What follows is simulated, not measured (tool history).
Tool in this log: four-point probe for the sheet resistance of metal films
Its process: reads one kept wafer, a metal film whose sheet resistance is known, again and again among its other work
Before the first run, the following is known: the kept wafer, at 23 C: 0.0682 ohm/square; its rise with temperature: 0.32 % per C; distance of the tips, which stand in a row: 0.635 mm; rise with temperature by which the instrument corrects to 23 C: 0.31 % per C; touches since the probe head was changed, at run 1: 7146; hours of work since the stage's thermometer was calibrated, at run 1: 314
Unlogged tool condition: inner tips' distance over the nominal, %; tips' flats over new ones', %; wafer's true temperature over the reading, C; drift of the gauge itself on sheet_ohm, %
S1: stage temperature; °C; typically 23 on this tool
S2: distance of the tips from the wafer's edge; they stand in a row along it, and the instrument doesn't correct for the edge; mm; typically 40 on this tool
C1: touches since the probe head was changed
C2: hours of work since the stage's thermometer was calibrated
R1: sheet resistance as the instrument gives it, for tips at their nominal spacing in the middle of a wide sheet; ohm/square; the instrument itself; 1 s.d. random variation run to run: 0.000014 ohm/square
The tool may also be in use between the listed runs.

Run 1, hour 0.0: usual settings; C1 7146; C2 314. Result: R1 0.068260 ohm/square.
Run 2, hour 13.5: usual settings; C1 7583; C2 322. Result: R1 0.068242 ohm/square.
Run 3, hour 31.1: usual settings; C1 8153; C2 333. Result: R1 0.068288 ohm/square.
Run 4, hour 42.3: usual settings but S2 32 mm; C1 8519; C2 339. Result: R1 0.068249 ohm/square.
Run 5, hour 50.5: usual settings but S2 32 mm; C1 8784; C2 344. Result: R1 0.068234 ohm/square.
Run 6, hour 63.1: usual settings but S2 5 mm; C1 9192; C2 352. Result: R1 0.068835 ohm/square.
Run 7, hour 80.5: usual settings but S2 5 mm; C1 9758; C2 362. Result: R1 0.068855 ohm/square.
Run 8, hour 92.1: usual settings; C1 10134; C2 369. Result: R1 0.068259 ohm/square.
Run 9, hour 103.2: usual settings; C1 10493; C2 376. Result: R1 0.068264 ohm/square.
Run 10, hour 117.1: usual settings; C1 10946; C2 384. Result: R1 0.068274 ohm/square.
Run 11, hour 135.7: usual settings; C1 11548; C2 396. Result: R1 0.068279 ohm/square.
Run 12, hour 151.0: usual settings; C1 12046; C2 405. Result: R1 0.068259 ohm/square.
Run 13, hour 168.6: usual settings; C1 12616; C2 415. Result: R1 0.068287 ohm/square.
Run 14, hour 183.1: usual settings; C1 13086; C2 424. Result: R1 0.068298 ohm/square.
At hour 185.0: stage's thermometer calibrated.
Run 15, hour 192.0: usual settings but S1 19 °C, S2 50 mm; C1 13357; C2 4. Result: R1 0.068240 ohm/square.
Run 16, hour 210.3: usual settings but S2 7 mm; C1 13954; C2 15. Result: R1 0.068609 ohm/square.
At hour 219.2: stage's thermometer calibrated, once more.
Run 17, hour 228.8: usual settings but S2 7 mm; C1 14538; C2 6. Result: R1 0.068544 ohm/square.
Run 18, hour 241.6: usual settings but S1 25 °C, S2 32 mm; C1 14952; C2 13. Result: R1 0.068293 ohm/square.
Run 19, hour 260.3: usual settings but S1 25 °C, S2 32 mm; C1 15560; C2 25. Result: R1 0.068316 ohm/square.
Run 20, hour 278.9: usual settings but S1 19 °C, S2 8 mm; C1 16163; C2 36. Result: R1 0.068490 ohm/square.
Run 21, hour 289.9: usual settings but S1 30 °C, S2 8 mm; C1 16519; C2 43. Result: R1 0.068550 ohm/square.
Run 22, hour 307.0: usual settings but S1 27 °C; C1 17075; C2 53. Result: R1 0.068318 ohm/square.
Run 23, hour 315.2: usual settings but S1 18 °C, S2 28 mm; C1 17341; C2 58. Result: R1 0.068272 ohm/square.
Run 24, hour 330.4: usual settings but S1 21 °C, S2 6 mm; C1 17834; C2 67. Result: R1 0.068686 ohm/square.

Each row is a separate what-if for the run after 24, all from the same tool condition, not one after another. Results?
Run A, hour 344.0: usual settings but S1 24 °C; C1 18273; C2 75. Result: R1 ?.
Run B, hour 344.0: usual settings but S1 24 °C, S2 46 mm; C1 18273; C2 75. Result: R1 ?.
Run C, hour 344.0: usual settings but S1 24 °C; C1 18273; C2 75. Result: R1 ?.

run        R1
  A  0.068323
  B  0.068320
  C  0.068324
What these runs would have given with no unlogged condition in the tool:
run        R1
  A  0.068224
  B  0.068221
  C  0.068225

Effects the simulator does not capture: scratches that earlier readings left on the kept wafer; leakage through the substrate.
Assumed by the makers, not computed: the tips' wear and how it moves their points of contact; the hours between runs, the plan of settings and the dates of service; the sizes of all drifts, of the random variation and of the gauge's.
